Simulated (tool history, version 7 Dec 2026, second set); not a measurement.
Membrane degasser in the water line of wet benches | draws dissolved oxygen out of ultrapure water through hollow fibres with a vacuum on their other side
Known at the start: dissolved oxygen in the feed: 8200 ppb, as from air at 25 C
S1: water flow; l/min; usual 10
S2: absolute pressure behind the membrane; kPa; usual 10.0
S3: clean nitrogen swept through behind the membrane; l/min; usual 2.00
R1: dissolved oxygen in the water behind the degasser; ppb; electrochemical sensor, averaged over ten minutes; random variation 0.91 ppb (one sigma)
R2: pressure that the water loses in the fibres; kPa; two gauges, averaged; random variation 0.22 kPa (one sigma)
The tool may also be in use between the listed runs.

run,hour,S1,S2,S3,R1,R2
1,0.0,10,10.0,2.00,93.9,53.82
2,54.0,10,10.0,2.00,94.9,54.62
3,112.5,10,10.0,2.00,94.4,54.66
4,174.8,10,10.0,2.00,95.4,54.19
5,232.3,10,10.0,2.00,94.1,54.20
6,279.5,10,10.0,2.00,94.6,54.19
7,343.1,10,10.0,2.00,95.0,54.43
8,404.6,10,10.0,2.00,93.6,53.93
9,453.3,10,10.0,2.00,96.5,54.42
10,487.2,10,10.0,2.00,94.5,54.43
11,542.7,10,10.0,2.00,94.3,53.95
12,608.2,10,10.0,2.00,94.6,53.98
13,638.7,10,10.0,2.00,97.0,54.46
14,696.3,13,10.0,2.00,128.9,70.94
15,748.6,13,10.0,2.00,129.8,70.44
16,806.1,13,10.0,2.00,129.5,71.45
17,835.9,14,10.0,3.41,93.5,76.63
18,898.1,14,10.0,3.41,93.7,75.97
19,961.1,14,10.0,3.41,93.3,76.57
20,1003.2,10,14.8,3.24,100.5,54.47
21,1044.9,10,14.8,3.24,101.3,54.61
22,1087.4,10,20.2,2.00,219.2,54.44
# hour 1091.3: vacuum gauge calibrated
23,1141.0,11,7.2,3.66,42.4,60.17
24,1192.1,11,7.2,3.66,42.4,59.65
25,1242.9,11,7.2,3.66,42.6,60.34
26,1286.8,15,10.0,1.13,252.6,82.16
27,1320.0,15,7.8,3.05,90.2,82.45
28,1364.1,10,10.1,1.08,173.6,54.97
# hour 1419.2: vacuum gauge calibrated, once more
29,1423.8,10,20.2,1.08,379.6,54.63
30,1457.6,15,10.7,1.30,227.0,82.90
31,1494.9,10,10.0,3.80,50.4,54.93
32,1549.0,10,10.0,3.80,51.0,54.95

4 ways to go on from here, each from the tool as it stands after run 32. What would each give?
A,1583.2,10,25.0,3.11,?,?
B,1583.2,10,10.0,3.43,?,?
C,1583.2,13,9.7,2.00,?,?
D,1583.2,9,10.1,1.03,?,?

run,R1,R2
A,179.3,54.70
B,56.5,55.07
C,116.7,72.00
D,150.6,49.42
Without the tool's hidden state the same runs would have given:
run,R1,R2
A,170.7,53.03
B,53.1,53.40
C,110.6,69.81
D,143.4,47.91
